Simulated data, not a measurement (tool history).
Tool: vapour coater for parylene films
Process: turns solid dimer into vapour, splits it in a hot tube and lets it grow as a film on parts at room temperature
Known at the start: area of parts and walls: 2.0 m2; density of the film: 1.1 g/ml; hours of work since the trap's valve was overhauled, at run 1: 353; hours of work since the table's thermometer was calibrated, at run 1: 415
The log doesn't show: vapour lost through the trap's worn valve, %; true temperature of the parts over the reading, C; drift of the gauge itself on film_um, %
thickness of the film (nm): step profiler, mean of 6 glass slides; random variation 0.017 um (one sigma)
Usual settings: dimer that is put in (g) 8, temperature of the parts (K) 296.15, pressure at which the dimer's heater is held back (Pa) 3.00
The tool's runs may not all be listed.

run	hour	dimer that is put in (g)	temperature of the parts (K)	pressure at which the dimer's heater is held back (Pa)	hours of work since the trap's valve was overhauled	hours of work since the table's thermometer was calibrated	thickness of the film (nm)
1	0.0	8	296.15	3.00	353	415	1980
2	36.9	5	296.15	3.00	370	432	1220
3	65.9	4	296.15	3.00	383	445	950
# hour 81.2: trap's valve overhauled
4	94.0	4	308.15	3.00	6	457	690
5	114.5	4	307.15	3.00	16	466	700
6	160.6	8	296.15	3.00	37	487	1850
7	199.1	8	296.15	3.00	55	505	1820
# hour 206.9: trap's valve overhauled, once more
8	251.6	8	296.15	3.00	21	528	2080
9	275.5	8	296.15	6.79	32	539	1820
10	322.2	8	296.15	6.79	54	561	1790
11	353.1	8	296.15	3.15	68	575	2030
12	394.3	8	296.15	3.00	87	594	2100
13	440.8	8	296.15	2.92	109	616	2060
14	475.0	8	296.15	2.69	125	632	2070
15	519.4	8	296.15	2.69	145	652	2070
16	550.0	8	296.15	2.69	159	667	2060
17	583.6	8	296.15	3.00	175	682	2030
18	609.2	8	288.15	3.00	187	694	2450
19	648.8	8	288.15	3.00	205	713	2420
20	690.9	8	296.15	3.00	225	732	1970
21	732.2	8	296.15	4.70	244	751	1830
22	759.2	8	292.15	3.00	257	764	2160
23	788.2	8	292.15	3.70	270	777	2080
24	816.5	3	296.15	7.37	283	791	630
25	854.4	11	302.15	4.46	301	808	2140
26	904.0	7	288.15	4.74	324	831	1900
27	940.3	7	288.15	4.74	341	848	1910
28	976.4	4	303.15	4.08	358	865	790
29	1025.1	8	290.15	3.00	380	888	2240
# hour 1047.7: trap's valve overhauled
30	1062.8	8	301.15	3.00	7	903	1840
31	1099.3	13	301.15	3.00	24	920	2990
32	1123.5	6	296.15	3.00	35	931	1560
33	1144.5	5	296.15	3.00	45	941	1280
34	1172.4	8	296.15	9.83	58	954	1660
35	1216.6	5	296.15	3.91	78	975	1200
36	1246.7	5	296.15	3.91	92	989	1190
37	1291.8	5	296.15	3.91	113	1010	1220
38	1334.4	8	308.15	3.00	133	1029	1480
39	1371.5	7	308.15	3.96	151	1047	1260
40	1399.7	10	308.15	2.15	164	1060	1990
41	1434.6	10	308.15	2.15	180	1076	1980
42	1474.8	10	308.15	3.18	199	1095	1800
43	1503.3	10	308.15	3.18	212	1108	1840
44	1537.2	6	292.15	9.16	228	1124	1340
45	1587.3	14	292.15	6.06	251	1147	3340
46	1637.5	14	292.15	6.06	274	1170	3320

Forecast each of these 5 alternatives for the next run:
A	1686.3	14	292.15	2.62	297	1193	?
B	1686.3	8	302.15	3.04	297	1193	?
C	1686.3	14	298.15	7.77	297	1193	?
D	1686.3	8	296.15	3.54	297	1193	?
E	1686.3	6	289.15	5.89	297	1193	?

run	thickness of the film (nm)
A	3790
B	1660
C	2710
D	1880
E	1530
Without the tool's hidden state the same runs would have given:
run	thickness of the film (nm)
A	4190
B	1840
C	3000
D	2080
E	1690

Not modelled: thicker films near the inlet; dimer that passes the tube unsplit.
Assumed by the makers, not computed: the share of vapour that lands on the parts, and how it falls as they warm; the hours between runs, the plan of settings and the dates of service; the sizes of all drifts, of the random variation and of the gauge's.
